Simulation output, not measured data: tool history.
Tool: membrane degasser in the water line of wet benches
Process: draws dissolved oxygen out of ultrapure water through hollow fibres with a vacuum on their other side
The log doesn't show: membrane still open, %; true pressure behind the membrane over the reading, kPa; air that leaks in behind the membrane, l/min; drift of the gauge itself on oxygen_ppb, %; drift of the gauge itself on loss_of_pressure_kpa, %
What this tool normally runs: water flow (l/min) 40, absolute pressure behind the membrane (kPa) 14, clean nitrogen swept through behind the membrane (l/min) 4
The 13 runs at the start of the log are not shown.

run,hour,water flow (l/min),absolute pressure behind the membrane (kPa),clean nitrogen swept through behind the membrane (l/min),hours since the membrane was changed,hours since the vacuum gauge was calibrated,hours since the vacuum lines were made tight,dissolved oxygen in the water behind the degasser (ppb),pressure that the water loses in the fibres (kPa)
14,1154.2,40,14,1.87,5817,7399,96,654.8,42.88
15,1248.1,40,14,1.87,5911,7492,190,665.1,42.96
16,1354,40,14,1.87,6017,7598,296,657.9,42.82
17,1426.6,40,14,4,6089,7671,369,439.3,43.16
18,1529,40,17.2,4.09,6192,7773,471,498.4,42.82
19,1602,54,24.1,5.25,6265,7846,544,833,57.93
20,1717.5,25,14,4,6380,7962,660,216.9,26.8
21,1798.8,38,15.5,4,6462,8043,741,437.6,40.68
22,1879.4,28,33.2,7.05,6542,8124,822,356.8,30.05
23,1977.5,53,10.1,10.39,6640,8222,920,456.6,57.07
24,2074.7,51,10.1,1.7,6738,8319,1017,746.2,54.81
25,2152.3,32,14,1.94,6815,8397,1094,495.3,34.46
26,2230.2,32,9.1,1.72,6893,8474,1172,356.2,34.42
27,2290.6,32,9.1,1.72,6953,8535,1233,355.5,34.5
28,2396,32,9.1,1.72,7059,8640,1338,355.8,34.58
29,2500.8,32,9.3,2.02,7164,8745,1443,330.6,34.49
30,2572.4,32,9.3,2.02,7235,8817,1515,332.8,34.23
31,2625.4,50,14,8.89,7288,8870,1568,472.5,53.79
# hour 2664.8: vacuum gauge calibrated
32,2716.1,50,14,8.89,7378,51,1658,471,53.69
33,2786.2,50,14,8.89,7449,121,1728,471.1,53.65

3 options for the next run, each taken on its own from the tool as it stands now. Forecast them:
A,2836,50,9.1,3.9,7498,171,1778,?,?
B,2836,40,14,4.5,7498,171,1778,?,?
C,2836,49,21.6,2.67,7498,171,1778,?,?

run,dissolved oxygen in the water behind the degasser (ppb),pressure that the water loses in the fibres (kPa)
A,492.8,53.65
B,423.1,43.19
C,980.7,52.8
What these runs would have given with no unlogged condition in the tool:
run,dissolved oxygen in the water behind the degasser (ppb),pressure that the water loses in the fibres (kPa)
A,457.7,51.81
B,398.1,41.71
C,949.4,51

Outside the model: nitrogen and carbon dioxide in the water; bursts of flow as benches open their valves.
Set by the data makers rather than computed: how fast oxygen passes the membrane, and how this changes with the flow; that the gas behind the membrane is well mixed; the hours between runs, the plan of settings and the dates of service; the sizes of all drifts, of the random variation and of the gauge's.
